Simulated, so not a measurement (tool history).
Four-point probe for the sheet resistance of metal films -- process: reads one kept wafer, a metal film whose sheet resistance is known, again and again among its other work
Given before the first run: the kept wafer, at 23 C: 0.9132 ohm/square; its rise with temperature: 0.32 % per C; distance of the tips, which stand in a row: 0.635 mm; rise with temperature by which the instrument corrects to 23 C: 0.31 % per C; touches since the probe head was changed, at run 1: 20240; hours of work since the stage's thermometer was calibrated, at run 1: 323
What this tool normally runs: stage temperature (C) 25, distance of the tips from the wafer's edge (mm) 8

run	hour	stage temperature (C)	distance of the tips from the wafer's edge (mm)	touches since the probe head was changed	hours of work since the stage's thermometer was calibrated	sheet resistance as the instrument gives it (ohm/square)
1	0.0	25	8	20240	323	0.918645
2	35.2	25	41	21616	348	0.915798
3	65.2	19	41	22785	369	0.915184
4	92.3	19	41	23844	389	0.915194
5	127.3	19	41	25212	413	0.915118
6	142.9	19	41	25822	424	0.915170
7	174.9	19	41	27069	447	0.915034
8	209.2	19	41	28409	471	0.915633
9	228.0	19	41	29145	485	0.915304
10	263.8	24	6	30544	510	0.921139
11	286.5	24	6	31428	526	0.920957
12	321.4	20	8	32791	550	0.918450

For run 13, what comes out?
13	337.0	25	14	33399	561	?

Run 13 gave sheet resistance as the instrument gives it (ohm/square) 0.917007.
With no hidden state in the tool, this same run would have given sheet resistance as the instrument gives it (ohm/square) 0.914559.

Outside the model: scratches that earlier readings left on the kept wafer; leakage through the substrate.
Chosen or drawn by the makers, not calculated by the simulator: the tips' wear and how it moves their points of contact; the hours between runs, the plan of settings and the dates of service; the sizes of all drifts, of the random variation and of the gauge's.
